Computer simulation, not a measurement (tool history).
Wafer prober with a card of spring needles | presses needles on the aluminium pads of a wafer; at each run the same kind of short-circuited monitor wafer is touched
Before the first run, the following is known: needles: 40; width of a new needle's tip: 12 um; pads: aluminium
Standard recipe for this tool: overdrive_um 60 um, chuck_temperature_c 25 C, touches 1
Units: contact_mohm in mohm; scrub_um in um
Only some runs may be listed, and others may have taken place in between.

run,day,overdrive_um,chuck_temperature_c,touches,contact_mohm,scrub_um
1,0.000,60,25,1,279,11.36
# day 0.167: tips cleaned on abrasive film
# day 0.579: tips cleaned on abrasive film
# day 0.992: tips cleaned on abrasive film
# day 1.400: tips cleaned on abrasive film
2,1.442,60,25,1,249,11.25
# day 1.762: tips cleaned on abrasive film
# day 2.175: tips cleaned on abrasive film
3,2.371,60,25,1,287,11.32
# day 2.521: tips cleaned on abrasive film
# day 2.933: tips cleaned on abrasive film
# day 3.321: tips cleaned on abrasive film
# day 3.696: tips cleaned on abrasive film
4,3.758,60,25,1,257,11.34
# day 4.075: tips cleaned on abrasive film
# day 4.404: tips cleaned on abrasive film
# day 4.817: tips cleaned on abrasive film
5,4.833,60,25,1,244,11.23
# day 5.225: tips cleaned on abrasive film
# day 5.638: tips cleaned on abrasive film
6,5.654,72,25,1,243,13.65
# day 5.979: tips cleaned on abrasive film
# day 6.383: tips cleaned on abrasive film
7,6.592,72,25,1,270,13.54
# day 6.750: tips cleaned on abrasive film
# day 7.138: tips cleaned on abrasive film
8,7.421,60,25,1,304,11.05
# day 7.508: tips cleaned on abrasive film
# day 7.917: tips cleaned on abrasive film
# day 8.300: tips cleaned on abrasive film
9,8.471,60,25,1,290,10.89
# day 8.638: tips cleaned on abrasive film
# day 9.046: tips cleaned on abrasive film
# day 9.417: tips cleaned on abrasive film
10,9.417,60,64,1,252,11.00
# day 9.829: tips cleaned on abrasive film
# day 10.242: tips cleaned on abrasive film
# day 10.642: tips cleaned on abrasive film
11,10.692,60,25,1,256,10.96
# day 11.021: tips cleaned on abrasive film
# day 11.417: tips cleaned on abrasive film
12,11.575,60,25,1,283,10.77
# day 11.825: tips cleaned on abrasive film
# day 12.225: tips cleaned on abrasive film
13,12.225,50,25,1,254,8.84
# day 12.592: tips cleaned on abrasive film
# day 12.988: tips cleaned on abrasive film
# day 13.354: tips cleaned on abrasive film
14,13.354,50,25,1,247,8.78
# day 13.758: tips cleaned on abrasive film
# day 14.092: tips cleaned on abrasive film
# day 14.483: tips cleaned on abrasive film
15,14.633,54,25,1,301,9.58
# day 14.883: tips cleaned on abrasive film
# day 15.296: tips cleaned on abrasive film
# day 15.708: tips cleaned on abrasive film
16,15.833,78,25,1,257,14.46
# day 16.067: tips cleaned on abrasive film
# day 16.479: tips cleaned on abrasive film
17,16.483,60,25,2,243,10.82
# day 16.812: tips cleaned on abrasive film
# day 17.221: tips cleaned on abrasive film
18,17.283,57,43,2,261,10.03
# day 17.592: tips cleaned on abrasive film
# day 17.996: tips cleaned on abrasive film
19,18.188,66,79,1,293,11.97
# day 18.346: tips cleaned on abrasive film
# day 18.721: tips cleaned on abrasive film
20,18.908,47,25,1,341,8.00
# day 19.062: tips cleaned on abrasive film
# day 19.475: tips cleaned on abrasive film
# day 19.854: tips cleaned on abrasive film
21,19.871,47,61,1,272,8.19
# day 20.188: tips cleaned on abrasive film
# day 20.567: tips cleaned on abrasive film
# day 20.962: tips cleaned on abrasive film
# day 21.329: tips cleaned on abrasive film
22,21.329,47,61,1,263,8.12
# day 21.492: height of the first contact set anew
# day 21.733: tips cleaned on abrasive film
# day 22.112: tips cleaned on abrasive film
23,22.296,47,61,1,322,9.35
# day 22.454: tips cleaned on abrasive film
# day 22.858: tips cleaned on abrasive film
# day 23.192: tips cleaned on abrasive film
# day 23.600: tips cleaned on abrasive film
24,23.708,47,61,1,302,9.34
# day 24.004: tips cleaned on abrasive film
# day 24.408: tips cleaned on abrasive film
25,24.692,60,74,1,308,11.86
# day 24.779: tips cleaned on abrasive film
# day 25.183: tips cleaned on abrasive film
# day 25.588: tips cleaned on abrasive film
26,25.725,50,74,1,303,9.75
# day 25.958: tips cleaned on abrasive film
# day 26.362: tips cleaned on abrasive film
# day 26.750: tips cleaned on abrasive film
# day 27.154: tips cleaned on abrasive film
27,27.179,50,74,1,268,9.73
# day 27.488: tips cleaned on abrasive film
# day 27.875: tips cleaned on abrasive film
# day 28.375: card fitted with new needles
# day 28.754: tips cleaned on abrasive film
28,28.800,50,74,1,264,9.99
# day 29.112: tips cleaned on abrasive film
# day 29.521: tips cleaned on abrasive film
# day 29.921: tips cleaned on abrasive film
29,30.029,78,82,3,249,15.22

Here are 3 independent what-if runs from the current tool condition. What would each one return?
# day 30.275: tips cleaned on abrasive film
# day 30.688: tips cleaned on abrasive film
# day 31.054: tips cleaned on abrasive film
# day 31.396: tips cleaned on abrasive film
A,31.396,43,82,1,?,?
# day 30.275: tips cleaned on abrasive film
# day 30.688: tips cleaned on abrasive film
# day 31.054: tips cleaned on abrasive film
# day 31.396: tips cleaned on abrasive film
B,31.396,60,47,1,?,?
# day 30.275: tips cleaned on abrasive film
# day 30.688: tips cleaned on abrasive film
# day 31.054: tips cleaned on abrasive film
# day 31.396: tips cleaned on abrasive film
C,31.396,79,82,1,?,?

run,contact_mohm,scrub_um
A,258,8.52
B,243,11.88
C,247,15.57
With no hidden state in the tool, these same runs would have given:
run,contact_mohm,scrub_um
A,251,8.65
B,239,12.01
C,244,15.70
